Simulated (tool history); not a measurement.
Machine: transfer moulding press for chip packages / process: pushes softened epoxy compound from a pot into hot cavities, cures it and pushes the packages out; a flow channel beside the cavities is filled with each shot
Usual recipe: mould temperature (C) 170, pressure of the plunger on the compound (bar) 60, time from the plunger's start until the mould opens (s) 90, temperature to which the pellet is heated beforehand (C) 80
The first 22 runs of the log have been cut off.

| run | hour | mould temperature (C) | pressure of the plunger on the compound (bar) | time from the plunger's start until the mould opens (s) | temperature to which the pellet is heated beforehand (C) | hours of work since the mould's thermocouples were calibrated | shots since the plunger's rings were changed | shots since the cavities were cleaned | incoming compound's hours out of the cold store | length that the compound runs in the flow channel (mm) | greatest force on the pins that push the packages out (N) |
|---|---|---|---|---|---|---|---|---|---|---|---|
|  | 185.3 | plunger's sealing rings changed |
| 23 | 190.2 | 170 | 54.5 | 77 | 80 | 223 | 69 | 861 | 16.5 | 814 | 556 |
|  | 195.6 | cavities cleaned with cleaning compound and waxed |
| 24 | 202.5 | 170 | 60 | 90 | 88 | 231 | 220 | 97 | 33.1 | 806 | 279 |
| 25 | 209 | 176 | 46 | 98 | 73 | 236 | 311 | 188 | 11.3 | 736 | 254 |
| 26 | 216.7 | 170 | 60 | 123 | 80 | 242 | 421 | 298 | 11.6 | 861 | 285 |
| 27 | 225.9 | 170 | 60 | 123 | 80 | 248 | 550 | 427 | 47.1 | 769 | 301 |
| 28 | 232.4 | 170 | 60 | 99 | 70 | 253 | 641 | 518 | 15.3 | 852 | 332 |
| 29 | 243.8 | 170 | 60 | 99 | 70 | 262 | 802 | 679 | 14.4 | 851 | 341 |
| 30 | 250 | 176 | 46.5 | 75 | 88 | 266 | 889 | 766 | 26.8 | 699 | 402 |

Consider 3 possible next runs. They are alternatives, not a sequence: every one starts from the tool as it was left by run 30. What does each give?
| A | 258.3 | 170 | 60 | 90 | 84 | 272 | 1005 | 882 | 10.3 | ? | ? |
| B | 258.3 | 165 | 60 | 90 | 74 | 272 | 1005 | 882 | 42.5 | ? | ? |
| C | 258.3 | 164 | 53.3 | 75 | 88 | 272 | 1005 | 882 | 47.9 | ? | ? |

| run | length that the compound runs in the flow channel (mm) | greatest force on the pins that push the packages out (N) |
|---|---|---|
| A | 862 | 421 |
| B | 798 | 526 |
| C | 739 | 845 |
With no hidden state in the tool, these same runs would have given:
| run | length that the compound runs in the flow channel (mm) | greatest force on the pins that push the packages out (N) |
|---|---|---|
| A | 869 | 257 |
| B | 805 | 321 |
| C | 745 | 516 |

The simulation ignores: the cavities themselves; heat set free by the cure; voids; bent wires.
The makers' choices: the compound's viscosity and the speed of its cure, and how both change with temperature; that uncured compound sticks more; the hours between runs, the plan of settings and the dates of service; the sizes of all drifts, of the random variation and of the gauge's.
